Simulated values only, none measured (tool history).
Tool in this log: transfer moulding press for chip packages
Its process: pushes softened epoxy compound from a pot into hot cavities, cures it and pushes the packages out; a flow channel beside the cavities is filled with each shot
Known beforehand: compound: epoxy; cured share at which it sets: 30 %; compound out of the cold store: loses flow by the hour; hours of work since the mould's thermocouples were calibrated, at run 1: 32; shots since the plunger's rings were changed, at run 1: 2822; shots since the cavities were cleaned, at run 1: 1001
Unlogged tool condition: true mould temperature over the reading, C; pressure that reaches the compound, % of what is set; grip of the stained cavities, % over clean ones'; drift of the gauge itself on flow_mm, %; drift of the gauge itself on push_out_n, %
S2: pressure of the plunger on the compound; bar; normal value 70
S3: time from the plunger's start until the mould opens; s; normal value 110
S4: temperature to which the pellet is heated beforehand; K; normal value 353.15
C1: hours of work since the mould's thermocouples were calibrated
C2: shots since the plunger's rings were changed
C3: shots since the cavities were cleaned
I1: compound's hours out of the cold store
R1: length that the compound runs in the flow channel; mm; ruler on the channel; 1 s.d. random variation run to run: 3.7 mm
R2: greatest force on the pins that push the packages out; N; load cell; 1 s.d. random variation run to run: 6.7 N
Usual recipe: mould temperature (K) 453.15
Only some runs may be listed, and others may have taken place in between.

Run 1, hour 0: usual settings; C1 32; C2 2822; C3 1001; I1 23. Result: R1 752 mm, R2 395 N.
At hour 4: cavities cleaned with cleaning compound and waxed.
Run 2, hour 34.1: usual settings; C1 54; C2 3201; C3 349; I1 15. Result: R1 794 mm, R2 468 N.
At hour 67.4: plunger's sealing rings changed.
Run 3, hour 77.5: usual settings but mould temperature (K) 450.15; C1 81; C2 117; C3 823; I1 22.4. Result: R1 784 mm, R2 530 N.
At hour 97.8: cavities cleaned with cleaning compound and waxed.
Run 4, hour 102.6: usual settings but mould temperature (K) 450.15; C1 96; C2 390; C3 55; I1 46.6. Result: R1 646 mm, R2 317 N.
Run 5, hour 122.3: usual settings but mould temperature (K) 450.15; C1 109; C2 619; C3 284; I1 33.7. Result: R1 717 mm, R2 361 N.
At hour 132.2: cavities cleaned with cleaning compound and waxed, once more.
Run 6, hour 149.8: usual settings but mould temperature (K) 450.15; C1 126; C2 920; C3 203; I1 13.3. Result: R1 832 mm, R2 357 N.
Run 7, hour 175.6: usual settings but S2 84.1 bar; C1 143; C2 1220; C3 503; I1 23.7. Result: R1 833 mm, R2 365 N.
Run 8, hour 197.5: usual settings but S2 84.1 bar; C1 158; C2 1474; C3 757; I1 47.1. Result: R1 695 mm, R2 374 N.
At hour 225.8: cavities cleaned with cleaning compound and waxed.
Run 9, hour 230.1: usual settings but S2 58 bar; C1 178; C2 1835; C3 50; I1 15.2. Result: R1 736 mm, R2 296 N.
Run 10, hour 269.5: usual settings but S2 58 bar; C1 204; C2 2291; C3 506; I1 32.5. Result: R1 637 mm, R2 341 N.
Run 11, hour 288.8: usual settings but S2 58 bar; C1 217; C2 2515; C3 730; I1 14.1. Result: R1 724 mm, R2 398 N.
Run 12, hour 313.5: usual settings but mould temperature (K) 447.15, S2 77.3 bar, S3 135 s, S4 360.15 K; C1 233; C2 2802; C3 1017; I1 18.4. Result: R1 815 mm, R2 384 N.
At hour 318.5: cavities cleaned with cleaning compound and waxed.
Run 13, hour 340.6: usual settings but S3 92 s; C1 250; C2 3098; C3 256; I1 28.5. Result: R1 705 mm, R2 417 N.
At hour 379.9: plunger's sealing rings changed.
Run 14, hour 379.9: usual settings but S3 92 s; C1 274; C2 0; C3 683; I1 36.1. Result: R1 706 mm, R2 482 N.

Predict each of these 4 candidate next runs independently; none follows another, all start after run 14:
Run A, hour 408.2: usual settings but mould temperature (K) 454.15, S3 92 s, S4 349.15 K; C1 293; C2 329; C3 1012; I1 41.9. Result: R1 ?, R2 ?.
Run B, hour 408.2: usual settings but S2 70.3 bar, S4 349.15 K; C1 293; C2 329; C3 1012; I1 23.8. Result: R1 ?, R2 ?.
Run C, hour 408.2: usual settings but mould temperature (K) 450.15, S3 92 s, S4 351.15 K; C1 293; C2 329; C3 1012; I1 8.9. Result: R1 ?, R2 ?.
Run D, hour 408.2: usual settings but S3 146 s; C1 293; C2 329; C3 1012; I1 42.1. Result: R1 ?, R2 ?.

run   R1   R2
  A  670  477
  B  769  392
  C  866  708
  D  666  340
Take away the tool's hidden state, keep each run's random variation, and the runs would have read:
run   R1   R2
  A  677  336
  B  777  271
  C  875  503
  D  673  234
